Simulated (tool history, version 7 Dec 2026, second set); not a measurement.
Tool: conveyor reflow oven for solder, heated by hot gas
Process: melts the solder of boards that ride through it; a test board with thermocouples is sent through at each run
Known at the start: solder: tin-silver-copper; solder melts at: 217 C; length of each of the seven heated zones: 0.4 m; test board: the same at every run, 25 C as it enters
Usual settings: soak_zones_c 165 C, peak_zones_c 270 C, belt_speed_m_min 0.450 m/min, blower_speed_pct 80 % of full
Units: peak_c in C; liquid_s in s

| run | hour | soak_zones_c | peak_zones_c | belt_speed_m_min | blower_speed_pct | peak_c | liquid_s |
|---|---|---|---|---|---|---|---|
| 1 | 0.0 | 165 | 270 | 0.450 | 80 | 257.8 | 86.2 |
| 2 | 58.3 | 165 | 270 | 0.450 | 80 | 258.7 | 85.9 |
| 3 | 115.9 | 165 | 270 | 0.450 | 80 | 257.6 | 85.7 |
| 4 | 153.2 | 165 | 270 | 0.450 | 80 | 257.6 | 85.3 |
| 5 | 195.7 | 165 | 270 | 0.530 | 80 | 252.7 | 67.2 |
|  | 250.3 | flux residue cleaned out of gas plates and filters |
| 6 | 259.2 | 165 | 270 | 0.530 | 80 | 254.8 | 69.1 |
| 7 | 326.3 | 165 | 270 | 0.530 | 80 | 253.8 | 68.5 |
|  | 378.3 | belt drive overhauled, speed set with a stopwatch |
| 8 | 399.5 | 165 | 270 | 0.530 | 80 | 252.2 | 65.8 |
| 9 | 453.7 | 165 | 270 | 0.450 | 80 | 256.9 | 83.4 |
| 10 | 485.3 | 165 | 270 | 0.421 | 80 | 258.6 | 91.1 |
|  | 531.6 | thermocouples of zones 6 and 7 changed |
| 11 | 539.3 | 165 | 270 | 0.421 | 80 | 261.9 | 94.1 |
| 12 | 604.9 | 165 | 270 | 0.421 | 80 | 261.7 | 92.7 |
| 13 | 654.1 | 165 | 270 | 0.450 | 80 | 259.9 | 84.9 |
| 14 | 709.1 | 165 | 270 | 0.450 | 80 | 259.7 | 85.3 |
| 15 | 758.9 | 165 | 270 | 0.450 | 80 | 259.5 | 85.6 |
|  | 790.2 | flux residue cleaned out of gas plates and filters |
| 16 | 826.7 | 165 | 270 | 0.429 | 82 | 261.8 | 92.1 |
| 17 | 884.7 | 165 | 270 | 0.404 | 81 | 262.3 | 98.3 |
| 18 | 936.2 | 165 | 268 | 0.450 | 80 | 257.8 | 84.1 |
| 19 | 973.0 | 165 | 268 | 0.450 | 80 | 257.6 | 84.4 |
| 20 | 1006.4 | 165 | 268 | 0.404 | 69 | 257.9 | 93.7 |
| 21 | 1061.7 | 170 | 270 | 0.450 | 80 | 258.9 | 87.1 |
| 22 | 1136.3 | 170 | 270 | 0.450 | 80 | 258.8 | 87.0 |
| 23 | 1167.3 | 157 | 270 | 0.418 | 80 | 259.2 | 89.9 |
| 24 | 1210.1 | 151 | 270 | 0.390 | 88 | 261.6 | 98.8 |
| 25 | 1260.0 | 151 | 270 | 0.390 | 88 | 261.0 | 97.4 |
|  | 1325.8 | flux residue cleaned out of gas plates and filters |
| 26 | 1326.4 | 159 | 270 | 0.390 | 88 | 262.3 | 102.3 |
| 27 | 1398.0 | 159 | 270 | 0.390 | 88 | 261.6 | 102.7 |
| 28 | 1445.1 | 159 | 270 | 0.390 | 88 | 262.1 | 102.5 |
| 29 | 1490.4 | 177 | 271 | 0.450 | 52 | 254.6 | 86.0 |
| 30 | 1527.6 | 154 | 269 | 0.511 | 64 | 248.4 | 60.9 |

Forecast each of these 3 alternatives for the next run:
| A | 1574.5 | 154 | 269 | 0.523 | 78 | ? | ? |
| B | 1574.5 | 177 | 284 | 0.450 | 53 | ? | ? |
| C | 1574.5 | 165 | 279 | 0.450 | 80 | ? | ? |

| run | peak_c | liquid_s |
|---|---|---|
| A | 251.0 | 61.7 |
| B | 266.9 | 94.8 |
| C | 266.2 | 92.5 |
Without the tool's hidden state the same runs would have given:
| run | peak_c | liquid_s |
|---|---|---|
| A | 253.5 | 62.5 |
| B | 269.1 | 94.2 |
| C | 268.8 | 92.2 |
